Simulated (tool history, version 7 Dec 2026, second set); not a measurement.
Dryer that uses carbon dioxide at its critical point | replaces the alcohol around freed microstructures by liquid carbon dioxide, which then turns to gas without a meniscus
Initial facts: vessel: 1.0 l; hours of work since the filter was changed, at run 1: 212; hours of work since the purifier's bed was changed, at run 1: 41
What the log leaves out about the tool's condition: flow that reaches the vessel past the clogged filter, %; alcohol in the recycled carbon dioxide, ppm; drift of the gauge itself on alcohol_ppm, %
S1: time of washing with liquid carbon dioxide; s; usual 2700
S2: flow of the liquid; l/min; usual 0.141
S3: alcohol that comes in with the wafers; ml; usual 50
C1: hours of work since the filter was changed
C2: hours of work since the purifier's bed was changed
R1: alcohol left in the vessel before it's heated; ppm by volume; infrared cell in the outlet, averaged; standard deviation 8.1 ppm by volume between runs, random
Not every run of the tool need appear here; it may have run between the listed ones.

Run 1, day 0.000: usual settings; C1 212; C2 41. Result: R1 641 ppm by volume.
Run 2, day 1.079: usual settings but S3 70 ml; C1 221; C2 51. Result: R1 886 ppm by volume.
Run 3, day 2.071: usual settings but S3 70 ml; C1 230; C2 60. Result: R1 922 ppm by volume.
Run 4, day 2.925: usual settings; C1 238; C2 67. Result: R1 675 ppm by volume.
Run 5, day 3.996: usual settings but S2 0.220 l/min; C1 247; C2 77. Result: R1 83 ppm by volume.
Run 6, day 5.254: usual settings but S3 51 ml; C1 258; C2 88. Result: R1 720 ppm by volume.
Run 7, day 6.796: usual settings but S3 51 ml; C1 272; C2 101. Result: R1 756 ppm by volume.
Run 8, day 7.596: usual settings but S3 24 ml; C1 279; C2 108. Result: R1 382 ppm by volume.
Run 9, day 8.600: usual settings; C1 288; C2 117. Result: R1 761 ppm by volume.
Run 10, day 9.746: usual settings; C1 298; C2 127. Result: R1 775 ppm by volume.
Run 11, day 10.529: usual settings but S2 0.175 l/min; C1 305; C2 134. Result: R1 322 ppm by volume.
Run 12, day 11.312: usual settings but S1 4140 s; C1 312; C2 141. Result: R1 126 ppm by volume.
Run 13, day 12.358: usual settings but S1 4140 s; C1 321; C2 150. Result: R1 146 ppm by volume.
Run 14, day 13.621: usual settings but S1 4140 s; C1 332; C2 162. Result: R1 139 ppm by volume.
At day 14.350: inlet filter changed.
Run 15, day 14.892: usual settings; C1 5; C2 172. Result: R1 512 ppm by volume.
Run 16, day 16.042: usual settings; C1 15; C2 183. Result: R1 501 ppm by volume.
Run 17, day 17.367: usual settings; C1 27; C2 194. Result: R1 523 ppm by volume.
Run 18, day 18.433: usual settings but S3 104 ml; C1 36; C2 204. Result: R1 1039 ppm by volume.
Run 19, day 19.529: usual settings but S3 104 ml; C1 46; C2 213. Result: R1 1049 ppm by volume.
Run 20, day 21.062: usual settings but S3 104 ml; C1 59; C2 227. Result: R1 1068 ppm by volume.
Run 21, day 21.946: usual settings but S3 58 ml; C1 67; C2 235. Result: R1 653 ppm by volume.
Run 22, day 23.546: usual settings but S2 0.132 l/min; C1 81; C2 249. Result: R1 796 ppm by volume.
Run 23, day 24.921: usual settings but S2 0.132 l/min; C1 93; C2 261. Result: R1 778 ppm by volume.
Run 24, day 25.825: usual settings but S2 0.132 l/min, S3 25 ml; C1 101; C2 269. Result: R1 446 ppm by volume.
Run 25, day 27.112: usual settings but S2 0.094 l/min; C1 113; C2 280. Result: R1 2442 ppm by volume.
Run 26, day 28.329: usual settings but S3 110 ml; C1 123; C2 291. Result: R1 1262 ppm by volume.
Run 27, day 29.004: usual settings but S3 110 ml; C1 129; C2 297. Result: R1 1298 ppm by volume.
Run 28, day 29.900: usual settings but S2 0.180 l/min, S3 24 ml; C1 137; C2 305. Result: R1 185 ppm by volume.
Run 29, day 31.429: usual settings but S1 2340 s, S2 0.124 l/min, S3 25 ml; C1 151; C2 318. Result: R1 941 ppm by volume.
Run 30, day 32.871: usual settings but S1 4200 s, S2 0.202 l/min, S3 51 ml; C1 164; C2 331. Result: R1 131 ppm by volume.
Run 31, day 34.012: usual settings but S1 2280 s, S2 0.160 l/min; C1 174; C2 341. Result: R1 825 ppm by volume.
Run 32, day 35.300: usual settings but S1 3300 s, S2 0.187 l/min, S3 75 ml; C1 185; C2 353. Result: R1 196 ppm by volume.
Run 33, day 36.433: usual settings but S1 3300 s, S2 0.187 l/min, S3 75 ml; C1 195; C2 363. Result: R1 194 ppm by volume.
Run 34, day 37.454: usual settings but S1 2220 s, S2 0.145 l/min, S3 36 ml; C1 204; C2 372. Result: R1 1010 ppm by volume.
Run 35, day 38.154: usual settings but S1 2940 s, S2 0.146 l/min, S3 26 ml; C1 210; C2 378. Result: R1 313 ppm by volume.
Run 36, day 39.379: usual settings but S1 2820 s, S2 0.151 l/min, S3 80 ml; C1 221; C2 389. Result: R1 749 ppm by volume.
Run 37, day 40.100: usual settings but S1 2820 s, S2 0.151 l/min, S3 80 ml; C1 227; C2 395. Result: R1 764 ppm by volume.
Run 38, day 41.154: usual settings but S1 2820 s, S2 0.151 l/min, S3 80 ml; C1 237; C2 404. Result: R1 806 ppm by volume.
Run 39, day 41.821: usual settings but S1 4320 s, S2 0.142 l/min; C1 243; C2 410. Result: R1 198 ppm by volume.
Run 40, day 42.638: usual settings but S1 4320 s, S2 0.142 l/min; C1 250; C2 417. Result: R1 196 ppm by volume.
Run 41, day 44.071: usual settings but S1 1860 s, S2 0.135 l/min; C1 262; C2 430. Result: R1 3201 ppm by volume.
Run 42, day 45.050: usual settings but S1 1980 s, S2 0.216 l/min; C1 271; C2 439. Result: R1 587 ppm by volume.
Run 43, day 45.862: usual settings but S1 1980 s, S2 0.216 l/min; C1 278; C2 446. Result: R1 603 ppm by volume.
Run 44, day 47.292: usual settings but S1 1980 s, S2 0.216 l/min; C1 291; C2 459. Result: R1 640 ppm by volume.
Run 45, day 48.158: usual settings but S2 0.138 l/min, S3 84 ml; C1 299; C2 466. Result: R1 1518 ppm by volume.
Run 46, day 49.146: usual settings but S1 1620 s, S2 0.146 l/min, S3 82 ml; C1 307; C2 475. Result: R1 6253 ppm by volume.

5 ways to go on from here, each from the tool as it stands after run 46. What would each give?
Run A, day 50.725: usual settings but S1 1620 s, S2 0.091 l/min, S3 20 ml; C1 321; C2 489. Result: R1 ?.
Run B, day 50.725: usual settings but S1 2220 s, S2 0.168 l/min, S3 112 ml; C1 321; C2 489. Result: R1 ?.
Run C, day 50.725: usual settings but S3 28 ml; C1 321; C2 489. Result: R1 ?.
Run D, day 50.725: usual settings but S1 2820 s, S2 0.217 l/min, S3 104 ml; C1 321; C2 489. Result: R1 ?.
Run E, day 50.725: usual settings but S1 2820 s, S2 0.146 l/min, S3 82 ml; C1 321; C2 489. Result: R1 ?.

run    R1
  A  4080
  B  2081
  C   612
  D   312
  E  1048
The same runs, with their run-to-run variation unchanged, on a tool lacking any hidden condition would have given:
run    R1
  A  3068
  B  1041
  C   237
  D    55
  E   453
